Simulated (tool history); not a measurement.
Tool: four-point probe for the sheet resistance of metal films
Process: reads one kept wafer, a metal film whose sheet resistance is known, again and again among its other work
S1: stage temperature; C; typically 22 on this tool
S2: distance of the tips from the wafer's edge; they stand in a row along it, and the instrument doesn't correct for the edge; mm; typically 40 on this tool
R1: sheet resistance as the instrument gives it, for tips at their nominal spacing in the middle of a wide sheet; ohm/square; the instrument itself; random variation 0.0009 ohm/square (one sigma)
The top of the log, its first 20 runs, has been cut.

| run | day | S1 | S2 | R1 |
|---|---|---|---|---|
| 21 | 71.862 | 22 | 35 | 4.50011 |
| 22 | 75.421 | 22 | 35 | 4.50031 |
| 23 | 78.308 | 18 | 10 | 4.517301 |
| 24 | 80.479 | 20 | 28 | 4.498277 |
| 25 | 83.308 | 34 | 10 | 4.539978 |
| 26 | 87.696 | 35 | 9 | 4.547696 |
| 27 | 91.283 | 35 | 9 | 4.548662 |
| 28 | 94.467 | 35 | 9 | 4.546881 |
| 29 | 96.775 | 22 | 51 | 4.50007 |
| 30 | 99.079 | 22 | 51 | 4.500392 |
| 31 | 102.179 | 19 | 57 | 4.49644 |
| 32 | 106.554 | 19 | 57 | 4.49564 |
| 33 | 111.417 | 22 | 5 | 4.593568 |
| 34 | 113.742 | 22 | 5 | 4.594928 |
| 35 | 118.008 | 22 | 5 | 4.594101 |
| 36 | 120.188 | 22 | 11 | 4.521944 |
| 37 | 123.529 | 22 | 55 | 4.50155 |
| 38 | 126.267 | 22 | 55 | 4.500934 |
| 39 | 129.404 | 30 | 9 | 4.540189 |
| 40 | 132.8 | 18 | 4 | 4.640438 |
| 41 | 135.188 | 21 | 41 | 4.501375 |
|  | 137.204 | stage's thermometer calibrated |
| 42 | 138.146 | 21 | 41 | 4.514136 |

What if the next run were any one of these 4? Each begins from the tool's condition after run 42:
| A | 140.321 | 31 | 19 | ? |
| B | 140.321 | 20 | 19 | ? |
| C | 140.321 | 22 | 5 | ? |
| D | 140.321 | 22 | 55 | ? |

| run | R1 |
|---|---|
| A | 4.533741 |
| B | 4.51818 |
| C | 4.607974 |
| D | 4.515511 |
What these runs would have given with no unlogged condition in the tool:
| run | R1 |
|---|---|
| A | 4.525049 |
| B | 4.509515 |
| C | 4.599152 |
| D | 4.506851 |
